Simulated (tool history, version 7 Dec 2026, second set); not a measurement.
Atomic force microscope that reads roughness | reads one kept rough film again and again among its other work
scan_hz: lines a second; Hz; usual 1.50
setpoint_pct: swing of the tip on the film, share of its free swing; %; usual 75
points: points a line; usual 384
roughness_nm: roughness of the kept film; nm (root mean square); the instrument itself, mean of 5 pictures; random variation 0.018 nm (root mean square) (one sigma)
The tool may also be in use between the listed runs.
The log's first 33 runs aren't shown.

| run | hour | scan_hz | setpoint_pct | points | pictures with this tip | hours of work since the height scale was calibrated | roughness_nm |
|---|---|---|---|---|---|---|---|
| 34 | 367.9 | 3.90 | 56 | 704 | 347 | 133 | 3.656 |
| 35 | 374.4 | 1.68 | 74 | 384 | 358 | 138 | 3.562 |
| 36 | 383.8 | 0.65 | 74 | 683 | 375 | 145 | 3.708 |
|  | 395.5 | new tip fitted |
| 37 | 399.5 | 3.05 | 74 | 332 | 7 | 156 | 4.033 |
| 38 | 414.5 | 0.56 | 69 | 493 | 33 | 167 | 4.529 |
| 39 | 429.5 | 0.56 | 69 | 493 | 60 | 179 | 4.414 |
| 40 | 437.2 | 0.56 | 69 | 493 | 73 | 184 | 4.419 |
| 41 | 449.8 | 0.56 | 69 | 493 | 95 | 194 | 4.337 |
| 42 | 459.7 | 1.50 | 75 | 805 | 112 | 201 | 4.088 |
| 43 | 473.0 | 1.50 | 75 | 805 | 136 | 211 | 4.017 |
| 44 | 480.3 | 2.74 | 75 | 805 | 148 | 217 | 3.773 |
| 45 | 492.4 | 2.74 | 75 | 805 | 170 | 226 | 3.716 |
| 46 | 498.6 | 0.63 | 68 | 805 | 180 | 230 | 4.142 |
| 47 | 506.6 | 0.90 | 79 | 384 | 194 | 236 | 3.973 |
| 48 | 515.8 | 0.65 | 75 | 384 | 210 | 243 | 4.058 |
| 49 | 527.7 | 0.65 | 75 | 384 | 231 | 252 | 4.011 |
| 50 | 543.0 | 0.94 | 83 | 303 | 258 | 264 | 3.795 |
| 51 | 556.1 | 0.94 | 83 | 303 | 281 | 273 | 3.725 |
| 52 | 563.8 | 0.94 | 83 | 303 | 294 | 279 | 3.700 |
| 53 | 570.9 | 3.78 | 55 | 490 | 307 | 285 | 3.759 |
| 54 | 579.9 | 3.78 | 55 | 490 | 322 | 291 | 3.741 |

Forecast each of these 3 alternatives for the next run:
| A | 588.8 | 3.68 | 76 | 384 | 338 | 298 | ? |
| B | 588.8 | 0.78 | 85 | 295 | 338 | 298 | ? |
| C | 588.8 | 0.91 | 76 | 692 | 338 | 298 | ? |

| run | roughness_nm |
|---|---|
| A | 3.225 |
| B | 3.661 |
| C | 3.735 |
Without the tool's hidden state the same runs would have given:
| run | roughness_nm |
|---|---|
| A | 3.828 |
| B | 4.344 |
| C | 4.432 |
